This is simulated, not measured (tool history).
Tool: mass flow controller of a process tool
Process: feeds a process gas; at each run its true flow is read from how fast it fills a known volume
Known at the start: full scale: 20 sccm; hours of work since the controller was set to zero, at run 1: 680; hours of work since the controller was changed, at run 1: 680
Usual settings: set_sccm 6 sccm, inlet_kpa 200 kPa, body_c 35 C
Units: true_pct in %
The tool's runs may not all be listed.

| run | hour | set_sccm | inlet_kpa | body_c | hours of work since the controller was set to zero | hours of work since the controller was changed | true_pct |
|---|---|---|---|---|---|---|---|
| 1 | 0.0 | 6 | 200 | 35 | 680 | 680 | 99.69 |
| 2 | 64.9 | 6 | 200 | 35 | 713 | 713 | 99.72 |
| 3 | 117.4 | 6 | 200 | 35 | 740 | 740 | 99.61 |
| 4 | 180.1 | 6 | 200 | 35 | 772 | 772 | 99.60 |
| 5 | 252.5 | 6 | 200 | 35 | 810 | 810 | 99.68 |
| 6 | 288.3 | 6 | 227 | 35 | 828 | 828 | 99.63 |
| 7 | 357.0 | 6 | 200 | 30 | 863 | 863 | 99.18 |
| 8 | 425.4 | 6 | 200 | 30 | 898 | 898 | 99.20 |
| 9 | 474.0 | 6 | 169 | 30 | 923 | 923 | 99.16 |
| 10 | 535.2 | 6 | 169 | 30 | 954 | 954 | 99.12 |
| 11 | 579.0 | 6 | 200 | 35 | 977 | 977 | 99.64 |
| 12 | 631.4 | 6 | 200 | 35 | 1004 | 1004 | 99.71 |
| 13 | 679.5 | 2 | 200 | 35 | 1028 | 1028 | 99.99 |
| 14 | 727.7 | 2 | 200 | 35 | 1053 | 1053 | 100.02 |
| 15 | 778.8 | 6 | 200 | 35 | 1079 | 1079 | 99.95 |
| 16 | 812.0 | 6 | 200 | 35 | 1096 | 1096 | 99.86 |
| 17 | 870.7 | 6 | 200 | 35 | 1126 | 1126 | 99.95 |
| 18 | 940.7 | 6 | 200 | 35 | 1162 | 1162 | 99.80 |
| 19 | 1000.8 | 6 | 200 | 35 | 1193 | 1193 | 99.95 |
| 20 | 1052.6 | 6 | 200 | 35 | 1220 | 1220 | 99.84 |
| 21 | 1104.5 | 6 | 161 | 35 | 1246 | 1246 | 99.73 |
| 22 | 1174.7 | 6 | 200 | 35 | 1282 | 1282 | 99.93 |
| 23 | 1246.8 | 6 | 200 | 35 | 1319 | 1319 | 99.80 |
| 24 | 1304.2 | 6 | 200 | 35 | 1349 | 1349 | 99.81 |
| 25 | 1336.6 | 6 | 200 | 35 | 1365 | 1365 | 99.86 |
| 26 | 1403.3 | 2 | 269 | 35 | 1399 | 1399 | 100.57 |
| 27 | 1474.5 | 6 | 162 | 20 | 1436 | 1436 | 98.10 |
| 28 | 1541.4 | 6 | 200 | 34 | 1470 | 1470 | 99.84 |
| 29 | 1576.8 | 3 | 264 | 28 | 1488 | 1488 | 99.59 |
| 30 | 1649.5 | 3 | 191 | 27 | 1526 | 1526 | 99.21 |
| 31 | 1718.5 | 3 | 263 | 35 | 1561 | 1561 | 100.29 |
| 32 | 1787.1 | 3 | 263 | 35 | 1596 | 1596 | 100.29 |
| 33 | 1856.0 | 3 | 263 | 35 | 1631 | 1631 | 100.44 |
| 34 | 1901.2 | 4 | 233 | 35 | 1655 | 1655 | 100.22 |
| 35 | 1965.3 | 5 | 155 | 35 | 1687 | 1687 | 99.90 |
| 36 | 2028.1 | 4 | 255 | 26 | 1720 | 1720 | 99.25 |
| 37 | 2071.2 | 4 | 255 | 26 | 1742 | 1742 | 99.21 |
| 38 | 2103.5 | 4 | 255 | 26 | 1758 | 1758 | 99.24 |
| 39 | 2171.5 | 14 | 250 | 23 | 1793 | 1793 | 99.47 |
| 40 | 2206.2 | 15 | 220 | 23 | 1811 | 1811 | 99.72 |
| 41 | 2274.4 | 15 | 220 | 23 | 1846 | 1846 | 99.54 |
| 42 | 2335.4 | 15 | 220 | 23 | 1877 | 1877 | 99.79 |
| 43 | 2406.9 | 15 | 220 | 23 | 1914 | 1914 | 99.76 |
| 44 | 2456.4 | 6 | 144 | 25 | 1939 | 1939 | 98.97 |
| 45 | 2520.4 | 6 | 195 | 25 | 1972 | 1972 | 98.93 |
| 46 | 2581.2 | 16 | 251 | 40 | 2003 | 2003 | 101.84 |
| 47 | 2643.1 | 16 | 251 | 40 | 2035 | 2035 | 101.91 |
| 48 | 2681.2 | 4 | 200 | 35 | 2054 | 2054 | 100.43 |
| 49 | 2749.0 | 4 | 255 | 27 | 2089 | 2089 | 99.52 |

Forecast each of these 3 alternatives for the next run:
| A | 2825.7 | 2 | 255 | 35 | 2128 | 2128 | ? |
| B | 2825.7 | 14 | 141 | 27 | 2128 | 2128 | ? |
| C | 2825.7 | 8 | 230 | 20 | 2128 | 2128 | ? |

| run | true_pct |
|---|---|
| A | 101.29 |
| B | 99.92 |
| C | 98.65 |
Without the tool's hidden state the same runs would have given:
| run | true_pct |
|---|---|
| A | 98.77 |
| B | 99.30 |
| C | 97.79 |
